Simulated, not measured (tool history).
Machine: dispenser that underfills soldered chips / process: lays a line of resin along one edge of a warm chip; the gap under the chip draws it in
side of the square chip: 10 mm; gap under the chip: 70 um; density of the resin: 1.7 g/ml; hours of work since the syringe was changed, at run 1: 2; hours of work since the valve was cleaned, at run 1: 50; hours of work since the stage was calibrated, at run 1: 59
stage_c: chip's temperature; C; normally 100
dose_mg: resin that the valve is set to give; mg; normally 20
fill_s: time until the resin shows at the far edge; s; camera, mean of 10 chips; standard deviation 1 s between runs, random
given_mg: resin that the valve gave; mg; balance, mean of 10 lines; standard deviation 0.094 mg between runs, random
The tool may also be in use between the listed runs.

run  hour  stage_c  dose_mg  hours of work since the syringe was changed  hours of work since the valve was cleaned  hours of work since the stage was calibrated  fill_s  given_mg
  1     0      100       20                                            2                                         50                                            59   104.9     19.01
  2   3.9      100     23.8                                            5                                         53                                            62   120.8     22.56
  3   6.7      100     23.8                                            7                                         56                                            64   136.2     22.57
       12  -- new syringe of resin
  4  12.2      100     23.8                                            0                                         60                                            68    94.8     22.62
  5  15.3      100     23.8                                            3                                         62                                            70   107.7     22.25
  6  18.5      100     23.8                                            5                                         64                                            73   121.8     22.37
  7  22.1       98     24.5                                            8                                         67                                            76   151.1     22.88
     26.7  -- new syringe of resin
  8  26.8       98     24.5                                            0                                         70                                            79   101.7     22.75

Expected results for the next run?
  9  29.5      110     23.8                                            2                                         73                                            81       ?         ?

fill_s: 70.1 s
given_mg: 22.25 mg
Had the tool carried no hidden state, the very same run would have given fill_s 62.8 s, given_mg 23.93 mg.

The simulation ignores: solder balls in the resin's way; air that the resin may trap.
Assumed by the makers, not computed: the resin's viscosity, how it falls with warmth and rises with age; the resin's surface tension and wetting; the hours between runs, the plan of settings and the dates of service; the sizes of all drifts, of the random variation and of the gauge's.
